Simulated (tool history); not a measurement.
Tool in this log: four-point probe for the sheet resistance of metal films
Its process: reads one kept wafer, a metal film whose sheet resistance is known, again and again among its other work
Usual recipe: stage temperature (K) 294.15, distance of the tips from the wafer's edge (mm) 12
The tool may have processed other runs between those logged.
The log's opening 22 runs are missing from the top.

run,hour,stage temperature (K),distance of the tips from the wafer's edge (mm),sheet resistance as the instrument gives it (ohm/square)
23,855.4,294.15,12,3.212179
# hour 860.6: stage's thermometer calibrated
24,879.7,294.15,12,3.213653
25,914.3,301.15,11,3.214205
26,958.4,301.15,11,3.215416
# hour 968.1: stage's thermometer calibrated, once more
27,1006.0,304.15,13,3.207216
28,1041.2,304.15,13,3.206032
29,1080.9,304.15,13,3.206307
30,1130.9,304.15,13,3.205547
31,1160.5,300.15,12,3.205930
32,1212.1,300.15,12,3.206318
33,1258.8,300.15,12,3.205669
34,1284.7,300.15,12,3.205415
35,1308.0,300.15,12,3.204575
36,1337.5,294.15,17,3.197740
37,1371.2,297.15,4,3.295585
38,1408.2,306.15,13,3.203278
39,1439.3,306.15,13,3.202390
40,1466.5,306.15,13,3.202573
41,1515.7,306.15,13,3.201533
42,1540.8,306.15,13,3.201303

Expected results for the next run?
43,1584.9,306.15,13,?

Run 43 gave sheet resistance as the instrument gives it (ohm/square) 3.200859.
Were there no unlogged condition in the tool, this run, its random variation unchanged, would have produced sheet resistance as the instrument gives it (ohm/square) 3.231622.

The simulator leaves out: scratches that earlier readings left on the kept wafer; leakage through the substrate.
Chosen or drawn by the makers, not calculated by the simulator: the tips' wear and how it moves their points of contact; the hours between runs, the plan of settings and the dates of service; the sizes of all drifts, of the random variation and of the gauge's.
